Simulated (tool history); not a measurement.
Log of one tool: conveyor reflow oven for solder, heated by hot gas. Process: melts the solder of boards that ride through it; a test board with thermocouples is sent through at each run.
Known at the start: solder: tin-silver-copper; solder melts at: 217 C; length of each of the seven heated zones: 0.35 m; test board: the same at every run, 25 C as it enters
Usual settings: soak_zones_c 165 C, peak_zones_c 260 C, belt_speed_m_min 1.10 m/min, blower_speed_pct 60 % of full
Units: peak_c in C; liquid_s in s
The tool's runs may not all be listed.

run,hour,soak_zones_c,peak_zones_c,belt_speed_m_min,blower_speed_pct,peak_c,liquid_s
1,0.0,165,260,1.10,60,239.4,20.3
2,6.0,178,260,1.10,60,242.1,24.1
3,14.4,178,260,1.10,60,242.1,24.6
4,23.8,178,260,1.10,60,242.2,24.3
5,31.7,165,261,1.10,60,239.8,21.1
6,38.9,165,261,1.10,60,240.2,21.0
7,47.9,162,262,1.17,53,234.1,15.2
8,55.0,162,262,1.17,53,234.3,15.1
9,62.5,173,260,1.10,55,239.0,21.5
10,68.0,165,260,1.13,58,237.2,18.6
11,73.8,165,260,1.13,58,237.1,18.6

5 ways to go on from here, each from the tool as it stands after run 11. What would each give?
A,81.4,169,252,1.13,67,?,?
B,81.4,165,273,0.94,89,?,?
C,81.4,165,260,1.11,60,?,?
D,81.4,170,260,1.10,60,?,?
E,81.4,165,260,1.24,58,?,?

run,peak_c,liquid_s
A,234.9,18.2
B,263.6,37.1
C,238.8,20.1
D,240.1,21.8
E,233.2,14.1
Without the tool's hidden state the same runs would have given:
run,peak_c,liquid_s
A,234.3,17.8
B,263.0,36.7
C,238.2,19.7
D,239.5,21.4
E,232.6,13.7
